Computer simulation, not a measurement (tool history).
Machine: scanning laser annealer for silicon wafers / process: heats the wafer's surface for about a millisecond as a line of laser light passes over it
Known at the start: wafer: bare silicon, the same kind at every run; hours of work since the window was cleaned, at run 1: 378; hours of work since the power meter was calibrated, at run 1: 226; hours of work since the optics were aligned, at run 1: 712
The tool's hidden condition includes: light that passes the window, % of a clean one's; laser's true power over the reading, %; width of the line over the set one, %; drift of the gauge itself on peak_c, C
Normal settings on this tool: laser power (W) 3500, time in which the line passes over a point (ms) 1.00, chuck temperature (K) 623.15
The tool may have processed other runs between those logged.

run     day  laser power (W)  time in which the line passes over a point (ms)  chuck temperature (K)  hours of work since the window was cleaned  hours of work since the power meter was calibrated  hours of work since the optics were aligned  highest temperature of the surface (K)
  1   0.000             3500                                             1.00                 623.15                                         378                                                 226                                          712                                 1358.15
  2   0.312             3500                                             1.00                 623.15                                         382                                                 230                                          716                                 1358.15
  3   0.546             3500                                             1.00                 623.15                                         385                                                 233                                          719                                 1358.15
  4   0.946             3500                                             1.00                 623.15                                         390                                                 238                                          724                                 1359.15
  5   1.183             3500                                             1.00                 623.15                                         393                                                 242                                          727                                 1359.15
  6   1.492             3500                                             1.00                 623.15                                         397                                                 246                                          731                                 1356.15
  7   1.983             3500                                             1.00                 623.15                                         404                                                 252                                          738                                 1359.15
  8   2.467             3500                                             1.00                 623.15                                         410                                                 259                                          744                                 1360.15
  9   2.888             3500                                             1.00                 623.15                                         416                                                 264                                          750                                 1355.15
 10   3.229             3500                                             1.00                 623.15                                         421                                                 269                                          755                                 1356.15
 11   3.471             3500                                             1.00                 623.15                                         424                                                 272                                          758                                 1358.15
 12   3.729             3500                                             0.96                 623.15                                         427                                                 276                                          761                                 1344.15
 13   4.121             3500                                             0.96                 623.15                                         433                                                 281                                          766                                 1338.15
 14   4.471             3500                                             0.96                 623.15                                         437                                                 285                                          771                                 1339.15
 15   4.962             3500                                             0.93                 623.15                                         444                                                 292                                          778                                 1331.15
 16   5.192             3500                                             1.00                 617.15                                         447                                                 295                                          781                                 1350.15
 17   5.679             3500                                             1.00                 617.15                                         453                                                 302                                          787                                 1350.15
 18   5.888             3500                                             1.00                 617.15                                         456                                                 304                                          790                                 1351.15
 19   6.221             3476                                             1.00                 623.15                                         460                                                 309                                          794                                 1349.15
 20   6.692             3500                                             1.03                 623.15                                         467                                                 315                                          801                                 1366.15
      6.812  -- window over the wafer cleaned
 21   7.267             3134                                             1.03                 598.15                                           6                                                 322                                          807                                 1253.15
 22   7.579             3134                                             1.03                 598.15                                          10                                                 326                                          811                                 1250.15
 23   7.821             3134                                             1.03                 598.15                                          13                                                 329                                          815                                 1251.15
 24   8.121             3818                                             0.92                 594.15                                          17                                                 333                                          819                                 1355.15
      8.429  -- window over the wafer cleaned, once more
 25   8.433             3818                                             0.92                 594.15                                           0                                                 336                                          822                                 1392.15
 26   8.912             3500                                             0.82                 639.15                                           6                                                 342                                          828                                 1324.15
 27   9.296             3418                                             1.08                 617.15                                          12                                                 348                                          833                                 1383.15
 28   9.525             3418                                             1.08                 617.15                                          15                                                 351                                          836                                 1381.15
 29   9.983             3029                                             0.83                 602.15                                          21                                                 357                                          842                                 1193.15
 30  10.275             3287                                             1.15                 584.15                                          25                                                 361                                          846                                 1346.15
 31  10.508             3221                                             1.15                 618.15                                          28                                                 364                                          849                                 1359.15
 32  10.721             3221                                             1.04                 618.15                                          31                                                 367                                          852                                 1323.15
 33  11.033             3500                                             0.95                 623.15                                          35                                                 371                                          856                                 1361.15
 34  11.429             3500                                             0.95                 623.15                                          40                                                 376                                          862                                 1356.15
 35  11.812             3500                                             1.03                 584.15                                          45                                                 381                                          867                                 1351.15

Entry by entry between the runs, the difference in hidden state between the last listed run before and the first listed run after:
Between runs 20 and 21: window over the wafer cleaned (day 6.812)
  light that passes the window, % of a clean one's: 96.52 -> 95.68; laser's true power over the reading, %: 0.29 -> 0.3
  measured minus no-state result, highest temperature of the surface (K): -30.00 -> -33.00
Between runs 24 and 25: window over the wafer cleaned, once more (day 8.429)
  light that passes the window, % of a clean one's: 95.6 -> 99.95
  measured minus no-state result, highest temperature of the surface (K): -39.00 -> -2.00

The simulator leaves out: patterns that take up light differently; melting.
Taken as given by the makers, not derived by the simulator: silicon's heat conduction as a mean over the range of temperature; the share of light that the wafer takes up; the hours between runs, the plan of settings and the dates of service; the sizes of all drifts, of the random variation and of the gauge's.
